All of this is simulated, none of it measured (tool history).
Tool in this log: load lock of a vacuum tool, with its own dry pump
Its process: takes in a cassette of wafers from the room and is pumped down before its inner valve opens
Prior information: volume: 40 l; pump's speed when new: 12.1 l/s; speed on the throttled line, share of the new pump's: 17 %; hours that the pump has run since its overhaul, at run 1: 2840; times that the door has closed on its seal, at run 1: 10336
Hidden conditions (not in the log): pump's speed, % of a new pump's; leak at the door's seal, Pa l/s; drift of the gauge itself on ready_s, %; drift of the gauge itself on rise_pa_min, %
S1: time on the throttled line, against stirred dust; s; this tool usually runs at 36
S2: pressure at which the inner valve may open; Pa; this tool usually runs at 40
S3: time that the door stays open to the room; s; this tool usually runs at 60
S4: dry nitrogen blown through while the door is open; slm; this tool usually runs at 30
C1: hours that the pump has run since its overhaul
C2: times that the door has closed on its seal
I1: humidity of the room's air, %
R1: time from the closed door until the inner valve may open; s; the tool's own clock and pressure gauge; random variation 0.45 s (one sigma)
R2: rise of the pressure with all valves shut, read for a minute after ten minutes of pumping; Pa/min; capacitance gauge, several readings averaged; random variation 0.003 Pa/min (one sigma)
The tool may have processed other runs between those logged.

run,hour,S1,S2,S3,S4,C1,C2,I1,R1,R2
1,0,36,40,60,30,2840,10336,46.8,55.4,0.02
2,241.3,36,40,60,30,3081,11437,44.1,56.5,0.015
3,456,36,54,60,30,3296,12416,46.7,55.3,0.024
4,702.2,36,54,60,30,3542,13540,45.1,55.2,0.021
5,833.7,36,40,155,30,3674,14140,40.6,56.6,0.025
6,985.5,36,40,155,30,3826,14832,42.6,56,0.028
7,1258.4,36,40,78,30,4098,16078,46.4,55.5,0.024
8,1394.8,36,40,78,30,4235,16700,44.8,57.3,0.025
9,1631.8,36,40,78,30,4472,17781,46.2,56.1,0.022
10,1764.5,36,40,78,30,4605,18387,42.5,55.9,0.024
11,1986.2,36,40,60,30,4826,19398,46.3,55.9,0.023
12,2098.4,36,40,60,30,4938,19910,46.2,56.3,0.028
13,2315,36,40,60,30,5155,20899,40.1,55.7,0.019
# hour 2504.9: door's seal changed, seat wiped
14,2588.7,36,40,60,30,5427,382,46.7,55.4,0.019
15,2752.1,36,40,202,30,5591,1128,45.3,55.8,0.029
16,3018.9,36,40,202,30,5857,2345,41.9,56.6,0.029
17,3184.7,36,40,202,30,6023,3102,46.2,56.4,0.029
18,3355,36,40,64,30,6194,3879,48.6,56.8,0.023
19,3613.5,36,40,51,27,6452,5058,45.3,55.7,0.02
20,3809,36,40,159,31,6648,5951,45.6,55.8,0.03
21,3970.5,36,40,159,31,6809,6687,43.4,56,0.027
22,4199,71,40,98,30,7038,7730,42.8,86.2,0.023
23,4368.6,71,29,64,16,7207,8504,46.1,85.4,0.031
24,4556.1,60,40,142,30,7395,9359,44.3,77,0.025
25,4827.4,71,37,40,38,7666,10597,45.7,85.4,0.019
26,5030.6,71,37,40,38,7869,11524,44.7,85.8,0.017
27,5247.9,36,68,25,30,8086,12516,46,54.3,0.016
28,5390.9,36,68,25,30,8229,13168,43.7,54.6,0.022
29,5542.8,36,75,25,8,8381,13862,44.9,53.9,0.021
30,5676.2,36,37,60,11,8515,14470,45.8,56.7,0.03
31,5941,36,37,60,11,8780,15678,42.4,56.7,0.028
32,6089,36,37,60,11,8928,16354,42.6,55.8,0.029
33,6263.4,36,40,66,30,9102,17149,41.7,57.1,0.013
34,6474.7,49,68,139,30,9313,18114,44.6,65.2,0.025
35,6586.7,31,40,60,30,9425,18624,46.9,52.1,0.022
36,6831.1,36,40,60,14,9670,19740,44.2,56.2,0.022

Each row is a separate what-if for the run after 36, all from the same tool condition, not one after another. Results?
A,7053.3,36,41,143,43,9892,20753,45.2,?,?
B,7053.3,36,40,60,41,9892,20753,44.9,?,?
C,7053.3,34,40,63,7,9892,20753,42.1,?,?

run,R1,R2
A,55.4,0.024
B,56,0.024
C,53.8,0.034
Had the tool no hidden state, the same runs would have come out as:
run,R1,R2
A,55.4,0.022
B,56,0.021
C,53.8,0.032

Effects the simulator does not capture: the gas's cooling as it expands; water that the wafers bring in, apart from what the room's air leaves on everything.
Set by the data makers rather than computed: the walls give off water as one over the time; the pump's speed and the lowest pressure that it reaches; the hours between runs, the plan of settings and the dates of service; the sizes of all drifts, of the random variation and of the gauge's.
